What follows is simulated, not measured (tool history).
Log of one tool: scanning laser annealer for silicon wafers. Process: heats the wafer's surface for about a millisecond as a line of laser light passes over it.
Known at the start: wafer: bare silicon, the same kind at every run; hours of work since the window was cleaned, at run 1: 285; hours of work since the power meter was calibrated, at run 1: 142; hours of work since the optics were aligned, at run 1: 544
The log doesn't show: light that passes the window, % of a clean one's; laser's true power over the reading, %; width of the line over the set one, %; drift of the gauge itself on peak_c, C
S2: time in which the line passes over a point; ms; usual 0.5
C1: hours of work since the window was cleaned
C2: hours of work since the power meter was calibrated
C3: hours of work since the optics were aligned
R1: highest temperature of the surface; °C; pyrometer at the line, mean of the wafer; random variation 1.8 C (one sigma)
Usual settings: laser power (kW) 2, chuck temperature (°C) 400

Run 1, hour 0: usual settings; C1 285; C2 142; C3 544. Result: R1 1199 °C.
Run 2, hour 9.3: usual settings; C1 291; C2 148; C3 551. Result: R1 1201 °C.
Run 3, hour 21.8: usual settings; C1 300; C2 157; C3 559. Result: R1 1197 °C.
Run 4, hour 29.2: usual settings; C1 305; C2 162; C3 564. Result: R1 1196 °C.
Run 5, hour 36.4: usual settings; C1 310; C2 167; C3 569. Result: R1 1199 °C.
Run 6, hour 49.5: usual settings; C1 319; C2 176; C3 578. Result: R1 1202 °C.
Run 7, hour 63.3: usual settings but chuck temperature (°C) 407; C1 328; C2 185; C3 588. Result: R1 1209 °C.
Run 8, hour 72.7: usual settings but chuck temperature (°C) 391; C1 335; C2 192; C3 594. Result: R1 1189 °C.
Run 9, hour 82.1: usual settings but chuck temperature (°C) 391; C1 341; C2 198; C3 601. Result: R1 1192 °C.
Run 10, hour 90: usual settings but S2 0.434 ms, chuck temperature (°C) 391; C1 347; C2 204; C3 606. Result: R1 1129 °C.
Run 11, hour 100.5: usual settings but S2 0.434 ms, chuck temperature (°C) 391; C1 354; C2 211; C3 614. Result: R1 1131 °C.
Run 12, hour 110.4: usual settings but laser power (kW) 1.769; C1 361; C2 218; C3 620. Result: R1 1110 °C.
Run 13, hour 123.7: usual settings; C1 370; C2 227; C3 629. Result: R1 1197 °C.
Run 14, hour 135.8: usual settings but chuck temperature (°C) 387; C1 378; C2 235; C3 638. Result: R1 1187 °C.
Run 15, hour 146.4: usual settings but laser power (kW) 1.705, S2 0.456 ms, chuck temperature (°C) 370; C1 386; C2 243; C3 645. Result: R1 1023 °C.
Run 16, hour 162.2: usual settings but laser power (kW) 1.877, S2 0.432 ms; C1 396; C2 254; C3 656. Result: R1 1092 °C.
Run 17, hour 173.8: usual settings but laser power (kW) 1.877, S2 0.432 ms; C1 404; C2 262; C3 664. Result: R1 1093 °C.
Run 18, hour 187.4: usual settings but laser power (kW) 2.101, S2 0.432 ms; C1 414; C2 271; C3 673. Result: R1 1170 °C.
Run 19, hour 202.6: usual settings but laser power (kW) 1.901, S2 0.473 ms, chuck temperature (°C) 386; C1 424; C2 281; C3 684. Result: R1 1123 °C.
Run 20, hour 211.4: usual settings but laser power (kW) 1.757, S2 0.504 ms, chuck temperature (°C) 385; C1 430; C2 288; C3 690. Result: R1 1094 °C.
Run 21, hour 218: usual settings but laser power (kW) 1.757, S2 0.504 ms, chuck temperature (°C) 385; C1 435; C2 292; C3 694. Result: R1 1098 °C.
Run 22, hour 225.8: usual settings but laser power (kW) 2.027, S2 0.541 ms, chuck temperature (°C) 385; C1 440; C2 297; C3 700. Result: R1 1232 °C.
Run 23, hour 237.4: usual settings but laser power (kW) 1.82; C1 448; C2 305; C3 708. Result: R1 1128 °C.
Run 24, hour 250.4: usual settings but laser power (kW) 2.039, S2 0.427 ms, chuck temperature (°C) 426; C1 457; C2 314; C3 717. Result: R1 1174 °C.
Run 25, hour 260.5: usual settings but S2 0.37 ms, chuck temperature (°C) 398; C1 464; C2 321; C3 724. Result: R1 1071 °C.

5 ways to go on from here, each from the tool as it stands after run 25. What would each give?
Run A, hour 267: usual settings but laser power (kW) 1.865, S2 0.37 ms, chuck temperature (°C) 422; C1 469; C2 326; C3 728. Result: R1 ?.
Run B, hour 267: usual settings but laser power (kW) 2.125, S2 0.392 ms, chuck temperature (°C) 417; C1 469; C2 326; C3 728. Result: R1 ?.
Run C, hour 267: usual settings but laser power (kW) 1.899; C1 469; C2 326; C3 728. Result: R1 ?.
Run D, hour 267: usual settings but laser power (kW) 1.785, S2 0.433 ms, chuck temperature (°C) 360; C1 469; C2 326; C3 728. Result: R1 ?.
Run E, hour 267: usual settings but laser power (kW) 1.742, S2 0.581 ms, chuck temperature (°C) 398; C1 469; C2 326; C3 728. Result: R1 ?.

run    R1
  A  1054
  B  1156
  C  1161
  D  1022
  E  1163
Without the tool's hidden state the same runs would have given:
run    R1
  A  1055
  B  1157
  C  1163
  D  1023
  E  1165
